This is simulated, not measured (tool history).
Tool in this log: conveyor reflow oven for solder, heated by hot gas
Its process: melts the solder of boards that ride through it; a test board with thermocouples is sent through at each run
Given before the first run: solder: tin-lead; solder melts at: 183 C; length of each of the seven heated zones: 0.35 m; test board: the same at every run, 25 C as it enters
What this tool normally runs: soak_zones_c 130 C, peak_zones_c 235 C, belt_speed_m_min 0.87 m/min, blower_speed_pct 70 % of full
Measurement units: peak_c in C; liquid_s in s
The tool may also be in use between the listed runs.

run 1 hour=0 | soak_zones_c=130 peak_zones_c=235 belt_speed_m_min=0.87 blower_speed_pct=70 | peak_c=215.1 liquid_s=32.9
run 2 hour=17.5 | soak_zones_c=130 peak_zones_c=235 belt_speed_m_min=0.87 blower_speed_pct=70 | peak_c=214.9 liquid_s=33
run 3 hour=47.2 | soak_zones_c=130 peak_zones_c=235 belt_speed_m_min=0.87 blower_speed_pct=70 | peak_c=214.2 liquid_s=32.9
run 4 hour=76 | soak_zones_c=130 peak_zones_c=235 belt_speed_m_min=0.87 blower_speed_pct=70 | peak_c=214.4 liquid_s=32.4
run 5 hour=109.5 | soak_zones_c=130 peak_zones_c=235 belt_speed_m_min=0.87 blower_speed_pct=70 | peak_c=214 liquid_s=32.3
run 6 hour=139.3 | soak_zones_c=130 peak_zones_c=227 belt_speed_m_min=0.87 blower_speed_pct=70 | peak_c=206.9 liquid_s=28.8
-- hour=168.1 thermocouples of zones 6 and 7 changed
run 7 hour=171 | soak_zones_c=130 peak_zones_c=235 belt_speed_m_min=0.914 blower_speed_pct=70 | peak_c=210.6 liquid_s=29.2
run 8 hour=202.5 | soak_zones_c=130 peak_zones_c=235 belt_speed_m_min=0.87 blower_speed_pct=70 | peak_c=213.2 liquid_s=31.6
run 9 hour=219.2 | soak_zones_c=144 peak_zones_c=230 belt_speed_m_min=1.038 blower_speed_pct=56 | peak_c=200.7 liquid_s=20.6
run 10 hour=248.1 | soak_zones_c=144 peak_zones_c=230 belt_speed_m_min=1.038 blower_speed_pct=56 | peak_c=200.9 liquid_s=20.3
run 11 hour=270.2 | soak_zones_c=144 peak_zones_c=230 belt_speed_m_min=1.038 blower_speed_pct=56 | peak_c=200.4 liquid_s=20.3
-- hour=278.7 flux residue cleaned out of gas plates and filters
run 12 hour=312.5 | soak_zones_c=144 peak_zones_c=230 belt_speed_m_min=1.038 blower_speed_pct=56 | peak_c=199.7 liquid_s=19
run 13 hour=331.7 | soak_zones_c=130 peak_zones_c=235 belt_speed_m_min=0.87 blower_speed_pct=61 | peak_c=208.5 liquid_s=28.5
run 14 hour=366.1 | soak_zones_c=130 peak_zones_c=235 belt_speed_m_min=0.86 blower_speed_pct=70 | peak_c=210.4 liquid_s=30.7
run 15 hour=390.4 | soak_zones_c=130 peak_zones_c=235 belt_speed_m_min=0.86 blower_speed_pct=70 | peak_c=211.2 liquid_s=31.1

Hidden state or all else? Some run-to-run changes of peak_c, split into what the settings, what came in and random variation would give without the hidden state, and what is left for the hidden state (with any gauge scatter that isn't in both results):
Hidden conditions of the tool in this case: heat that the gas passes to the board, % of a clean oven's; belt's true speed, % of the reading; true gas temperature in zones 6 and 7 over the reading, C; drift of the gauge itself on peak_c, C; drift of the gauge itself on liquid_s, %.
Run 6 -> 7: peak_zones_c 227 -> 235, belt_speed_m_min 0.87 -> 0.914, thermocouples of zones 6 and 7 changed. peak_c +3.7 C: hidden state -1, all else +4.7.
Run 8 -> 9: soak_zones_c 130 -> 144, peak_zones_c 235 -> 230, belt_speed_m_min 0.87 -> 1.038, blower_speed_pct 70 -> 56. peak_c -12.5 C: hidden state +0.1, all else -12.6.
